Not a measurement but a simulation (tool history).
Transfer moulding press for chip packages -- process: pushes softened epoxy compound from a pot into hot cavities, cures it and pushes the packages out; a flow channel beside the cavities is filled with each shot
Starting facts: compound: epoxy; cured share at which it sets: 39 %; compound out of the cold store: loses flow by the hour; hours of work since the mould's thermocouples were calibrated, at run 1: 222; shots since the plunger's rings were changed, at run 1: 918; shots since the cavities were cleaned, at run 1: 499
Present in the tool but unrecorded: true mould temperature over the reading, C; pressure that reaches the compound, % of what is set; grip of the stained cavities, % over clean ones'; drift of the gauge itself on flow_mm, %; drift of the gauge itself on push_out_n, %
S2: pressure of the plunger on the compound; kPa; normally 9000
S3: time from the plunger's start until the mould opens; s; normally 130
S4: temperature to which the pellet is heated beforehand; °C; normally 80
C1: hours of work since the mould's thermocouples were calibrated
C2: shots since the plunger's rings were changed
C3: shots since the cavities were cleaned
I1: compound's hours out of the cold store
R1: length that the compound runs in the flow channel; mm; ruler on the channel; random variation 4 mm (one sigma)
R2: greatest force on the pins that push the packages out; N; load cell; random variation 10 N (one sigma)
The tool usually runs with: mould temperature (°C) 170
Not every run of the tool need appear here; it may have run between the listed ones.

{"run": 1, "hour": 0.0, "mould temperature (°C)": 170, "S2": 9000, "S3": 130, "S4": 80, "C1": 222, "C2": 918, "C3": 499, "I1": 18.4, "R1": 576, "R2": 924}
{"run": 2, "hour": 40.1, "mould temperature (°C)": 170, "S2": 9000, "S3": 111, "S4": 80, "C1": 239, "C2": 1154, "C3": 735, "I1": 24.7, "R1": 555, "R2": 1193}
{"hour": 61.6, "done": "cavities cleaned with cleaning compound and waxed"}
{"run": 3, "hour": 120.3, "mould temperature (°C)": 170, "S2": 9000, "S3": 111, "S4": 80, "C1": 273, "C2": 1617, "C3": 346, "I1": 8.7, "R1": 588, "R2": 1015}
{"run": 4, "hour": 167.0, "mould temperature (°C)": 170, "S2": 9000, "S3": 130, "S4": 80, "C1": 294, "C2": 1892, "C3": 621, "I1": 46.7, "R1": 491, "R2": 940}
{"hour": 206.3, "done": "cavities cleaned with cleaning compound and waxed"}
{"hour": 243.3, "done": "mould's thermocouples calibrated"}
{"run": 5, "hour": 243.3, "mould temperature (°C)": 170, "S2": 9000, "S3": 130, "S4": 80, "C1": 0, "C2": 2320, "C3": 206, "I1": 22.8, "R1": 549, "R2": 736}
{"run": 6, "hour": 321.0, "mould temperature (°C)": 170, "S2": 9000, "S3": 130, "S4": 89, "C1": 34, "C2": 2777, "C3": 663, "I1": 8.1, "R1": 579, "R2": 1032}
{"hour": 354.4, "done": "cavities cleaned with cleaning compound and waxed"}
{"run": 7, "hour": 377.5, "mould temperature (°C)": 170, "S2": 9000, "S3": 130, "S4": 89, "C1": 57, "C2": 3101, "C3": 136, "I1": 36.3, "R1": 509, "R2": 657}
{"run": 8, "hour": 447.5, "mould temperature (°C)": 170, "S2": 9000, "S3": 130, "S4": 89, "C1": 88, "C2": 3512, "C3": 547, "I1": 9.2, "R1": 571, "R2": 952}
{"hour": 504.2, "done": "cavities cleaned with cleaning compound and waxed"}
{"run": 9, "hour": 522.0, "mould temperature (°C)": 170, "S2": 9000, "S3": 133, "S4": 80, "C1": 119, "C2": 3942, "C3": 105, "I1": 16.5, "R1": 548, "R2": 614}
{"run": 10, "hour": 581.9, "mould temperature (°C)": 170, "S2": 9000, "S3": 133, "S4": 80, "C1": 145, "C2": 4295, "C3": 458, "I1": 12.5, "R1": 551, "R2": 869}
{"run": 11, "hour": 635.2, "mould temperature (°C)": 170, "S2": 9000, "S3": 130, "S4": 80, "C1": 168, "C2": 4608, "C3": 771, "I1": 21.7, "R1": 529, "R2": 1003}
{"hour": 652.2, "done": "cavities cleaned with cleaning compound and waxed"}
{"hour": 667.0, "done": "plunger's sealing rings changed"}
{"hour": 699.2, "done": "mould's thermocouples calibrated, once more"}
{"run": 12, "hour": 717.4, "mould temperature (°C)": 170, "S2": 9000, "S3": 130, "S4": 80, "C1": 8, "C2": 284, "C3": 357, "I1": 35.4, "R1": 531, "R2": 767}
{"run": 13, "hour": 776.9, "mould temperature (°C)": 176, "S2": 9000, "S3": 130, "S4": 81, "C1": 34, "C2": 634, "C3": 707, "I1": 11.4, "R1": 584, "R2": 853}
{"hour": 805.3, "done": "cavities cleaned with cleaning compound and waxed"}
{"run": 14, "hour": 851.4, "mould temperature (°C)": 176, "S2": 9000, "S3": 130, "S4": 81, "C1": 65, "C2": 1064, "C3": 271, "I1": 20.5, "R1": 554, "R2": 672}
{"run": 15, "hour": 930.2, "mould temperature (°C)": 176, "S2": 9000, "S3": 130, "S4": 81, "C1": 99, "C2": 1528, "C3": 735, "I1": 10.3, "R1": 572, "R2": 881}
{"hour": 950.2, "done": "cavities cleaned with cleaning compound and waxed"}
{"run": 16, "hour": 986.2, "mould temperature (°C)": 176, "S2": 9000, "S3": 130, "S4": 81, "C1": 123, "C2": 1848, "C3": 212, "I1": 41.1, "R1": 495, "R2": 633}
{"run": 17, "hour": 1065.3, "mould temperature (°C)": 176, "S2": 9000, "S3": 130, "S4": 81, "C1": 157, "C2": 2314, "C3": 678, "I1": 30.4, "R1": 509, "R2": 882}
{"hour": 1095.2, "done": "cavities cleaned with cleaning compound and waxed"}
{"run": 18, "hour": 1111.3, "mould temperature (°C)": 176, "S2": 9000, "S3": 130, "S4": 80, "C1": 176, "C2": 2576, "C3": 95, "I1": 23.7, "R1": 519, "R2": 544}
{"run": 19, "hour": 1194.8, "mould temperature (°C)": 176, "S2": 9000, "S3": 130, "S4": 80, "C1": 212, "C2": 3067, "C3": 586, "I1": 23.7, "R1": 525, "R2": 856}
{"hour": 1246.2, "done": "cavities cleaned with cleaning compound and waxed"}
{"run": 20, "hour": 1265.6, "mould temperature (°C)": 170, "S2": 9750, "S3": 142, "S4": 73, "C1": 242, "C2": 3475, "C3": 114, "I1": 47.1, "R1": 500, "R2": 615}
{"run": 21, "hour": 1323.2, "mould temperature (°C)": 170, "S2": 9750, "S3": 142, "S4": 73, "C1": 267, "C2": 3814, "C3": 453, "I1": 32, "R1": 526, "R2": 792}
{"hour": 1390.9, "done": "cavities cleaned with cleaning compound and waxed"}
{"run": 22, "hour": 1409.2, "mould temperature (°C)": 168, "S2": 9000, "S3": 130, "S4": 86, "C1": 304, "C2": 4311, "C3": 108, "I1": 18.3, "R1": 545, "R2": 690}
{"hour": 1460.8, "done": "mould's thermocouples calibrated"}
{"run": 23, "hour": 1480.4, "mould temperature (°C)": 168, "S2": 9000, "S3": 130, "S4": 86, "C1": 9, "C2": 4718, "C3": 515, "I1": 35, "R1": 499, "R2": 968}
{"hour": 1489.7, "done": "plunger's sealing rings changed"}
{"hour": 1543.5, "done": "cavities cleaned with cleaning compound and waxed"}
{"run": 24, "hour": 1556.8, "mould temperature (°C)": 168, "S2": 7430, "S3": 130, "S4": 86, "C1": 40, "C2": 386, "C3": 78, "I1": 36.6, "R1": 484, "R2": 585}

Below are 3 alternative next runs, each starting from the tool's condition after run 24. Predict each:
{"run": "A", "hour": 1642.8, "mould temperature (°C)": 168, "S2": 7430, "S3": 114, "S4": 80, "C1": 77, "C2": 892, "C3": 584, "I1": 36.6, "R1": "?", "R2": "?"}
{"run": "B", "hour": 1642.8, "mould temperature (°C)": 165, "S2": 7430, "S3": 130, "S4": 86, "C1": 77, "C2": 892, "C3": 584, "I1": 33.5, "R1": "?", "R2": "?"}
{"run": "C", "hour": 1642.8, "mould temperature (°C)": 170, "S2": 9000, "S3": 130, "S4": 77, "C1": 77, "C2": 892, "C3": 584, "I1": 28.8, "R1": "?", "R2": "?"}

run=A R1=490 R2=1208
run=B R1=499 R2=1181
run=C R1=548 R2=905
Stripped of hidden state, with their random variation kept, the same runs would have yielded:
run=A R1=499 R2=634
run=B R1=508 R2=620
run=C R1=557 R2=478
